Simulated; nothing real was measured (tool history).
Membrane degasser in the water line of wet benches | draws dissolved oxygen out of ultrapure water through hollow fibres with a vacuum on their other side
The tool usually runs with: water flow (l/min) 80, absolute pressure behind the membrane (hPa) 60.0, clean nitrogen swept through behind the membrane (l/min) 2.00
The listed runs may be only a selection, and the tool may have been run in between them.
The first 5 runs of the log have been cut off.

| run | hour | water flow (l/min) | absolute pressure behind the membrane (hPa) | clean nitrogen swept through behind the membrane (l/min) | hours since the membrane was changed | hours since the vacuum gauge was calibrated | hours since the vacuum lines were made tight | dissolved oxygen in the water behind the degasser (ppb) | pressure that the water loses in the fibres (hPa) |
|---|---|---|---|---|---|---|---|---|---|
| 6 | 402.5 | 80 | 104.4 | 2.00 | 3149 | 3517 | 6071 | 562.4 | 620.9 |
| 7 | 487.7 | 80 | 104.4 | 2.00 | 3234 | 3602 | 6156 | 556.6 | 612.0 |
| 8 | 528.8 | 80 | 104.4 | 1.83 | 3275 | 3643 | 6198 | 594.6 | 610.7 |
| 9 | 570.9 | 80 | 60.0 | 2.00 | 3317 | 3685 | 6240 | 229.4 | 611.5 |
| 10 | 654.2 | 80 | 60.0 | 5.48 | 3401 | 3768 | 6323 | 101.7 | 615.3 |
| 11 | 708.6 | 80 | 60.0 | 5.48 | 3455 | 3823 | 6377 | 103.3 | 619.5 |
| 12 | 757.3 | 80 | 60.0 | 2.00 | 3504 | 3871 | 6426 | 228.7 | 617.9 |
| 13 | 845.1 | 80 | 60.0 | 1.41 | 3591 | 3959 | 6514 | 296.8 | 620.1 |
| 14 | 935.5 | 80 | 36.3 | 2.00 | 3682 | 4050 | 6604 | 45.4 | 620.9 |
| 15 | 988.1 | 80 | 36.3 | 1.46 | 3735 | 4102 | 6657 | 54.3 | 618.1 |
| 16 | 1073.9 | 80 | 88.6 | 2.00 | 3820 | 4188 | 6743 | 440.0 | 621.6 |
| 17 | 1117.5 | 112 | 88.6 | 1.36 | 3864 | 4232 | 6786 | 773.0 | 866.4 |
| 18 | 1167.5 | 112 | 88.6 | 1.36 | 3914 | 4282 | 6836 | 773.1 | 872.0 |
| 19 | 1229.7 | 110 | 38.3 | 2.19 | 3976 | 4344 | 6898 | 106.6 | 852.0 |
| 20 | 1297.9 | 110 | 38.3 | 2.19 | 4044 | 4412 | 6967 | 105.4 | 856.1 |
| 21 | 1341.9 | 71 | 131.7 | 2.00 | 4088 | 4456 | 7011 | 682.2 | 555.8 |
| 22 | 1404.0 | 71 | 131.7 | 2.00 | 4150 | 4518 | 7073 | 687.3 | 555.7 |
|  | 1429.7 | gauge calibrated |
| 23 | 1485.0 | 80 | 49.1 | 0.90 | 4231 | 4599 | 7154 | 251.3 | 608.1 |
| 24 | 1523.5 | 126 | 146.1 | 1.31 | 4270 | 4638 | 7192 | 1551.6 | 964.5 |
| 25 | 1580.8 | 62 | 37.4 | 1.01 | 4327 | 4695 | 7249 | 63.0 | 474.0 |

Run 26 comes next. What will it give?
| 26 | 1670.2 | 94 | 52.9 | 2.00 | 4417 | 4784 | 7339 | ? | ? |

dissolved oxygen in the water behind the degasser (ppb): 208.4
pressure that the water loses in the fibres (hPa): 721.6
Take away the tool's hidden state, keep the run-to-run variation as it was, and the same run would have given dissolved oxygen in the water behind the degasser (ppb) 208.1, pressure that the water loses in the fibres (hPa) 718.7.
